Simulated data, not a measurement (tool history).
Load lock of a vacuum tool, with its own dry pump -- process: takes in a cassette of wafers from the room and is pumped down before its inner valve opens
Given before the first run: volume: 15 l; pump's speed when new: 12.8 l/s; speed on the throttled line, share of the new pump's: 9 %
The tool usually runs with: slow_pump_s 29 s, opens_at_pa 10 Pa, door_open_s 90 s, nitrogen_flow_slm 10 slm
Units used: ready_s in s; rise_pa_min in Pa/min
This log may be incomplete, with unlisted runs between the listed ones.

run,hour,slow_pump_s,opens_at_pa,door_open_s,nitrogen_flow_slm,"incoming humidity of the room's air, %",ready_s,rise_pa_min
1,0,29,10,90,10,46,37.26,0.119
2,96.4,29,10,90,10,44.6,37.36,0.114
3,190,29,10,90,10,46.2,37.39,0.128
4,250.4,29,10,90,34,46.5,37.4,0.081
5,304,22,10,90,10,42.7,31,0.112
6,405.8,22,10,90,10,44.8,31.05,0.121
7,472.9,22,10,90,10,46.2,30.77,0.123
8,563.9,29,10,90,9,46,37.29,0.131
9,615.2,29,10,90,9,40.5,37.58,0.111
10,660.5,29,10,173,10,41.4,37.29,0.173
11,753.1,29,10,173,10,43.8,37.34,0.185
12,837,29,10,173,10,46.6,37.44,0.198
13,932.3,29,10,173,10,43.9,37.35,0.191
14,1003.9,29,10,90,6,47.6,37.27,0.139
15,1057.9,29,10,90,6,43.4,37.39,0.133
16,1128.7,29,10,90,6,44.6,37.26,0.13
17,1181.3,29,10,90,6,43.9,37.23,0.132
18,1238.8,29,10,90,6,48.3,37.24,0.142
19,1339.5,44,10,90,6,45.3,50.77,0.147
20,1436.5,44,10,90,6,45.7,51.03,0.128
21,1521.2,29,10,203,9,44,37.35,0.22
22,1620.6,32,10,131,39,45.7,39.97,0.096
23,1672,53,10,161,39,46.5,59.07,0.109
24,1777.4,53,10,161,39,45.1,59.26,0.1
25,1852.2,53,10,161,39,45,59.03,0.105
26,1928.3,53,10,161,39,43.9,58.96,0.102
27,2004,53,10,161,39,45.3,59.17,0.103
28,2109.6,53,18,90,10,43.6,58.42,0.115
29,2157,53,18,90,10,43.9,58.26,0.119
30,2259,53,18,90,10,43.4,58.34,0.112
31,2358,36,12,83,14,42.8,43.46,0.099
32,2402.9,29,7,90,10,41.1,37.75,0.11
33,2468,29,10,41,9,47,37.4,0.075
34,2565.7,29,10,41,9,42,37.32,0.068
35,2672,29,13,90,5,45,36.76,0.136
36,2743.8,29,13,90,5,47.1,36.93,0.146
37,2809.7,29,13,90,5,44.7,36.97,0.137

Consider 4 possible next runs. They are alternatives, not a sequence: every one starts from the tool as it was left by run 37. What does each give?
A,2895.5,29,13,132,5,45.8,?,?
B,2895.5,57,13,90,23,46.5,?,?
C,2895.5,29,9,90,5,45,?,?
D,2895.5,28,10,90,5,40.8,?,?

run,ready_s,rise_pa_min
A,37.02,0.184
B,62.52,0.091
C,37.52,0.14
D,36.66,0.129
Stripped of hidden state, with their random variation kept, the same runs would have yielded:
run,ready_s,rise_pa_min
A,37.02,0.183
B,62.52,0.09
C,37.52,0.14
D,36.66,0.128

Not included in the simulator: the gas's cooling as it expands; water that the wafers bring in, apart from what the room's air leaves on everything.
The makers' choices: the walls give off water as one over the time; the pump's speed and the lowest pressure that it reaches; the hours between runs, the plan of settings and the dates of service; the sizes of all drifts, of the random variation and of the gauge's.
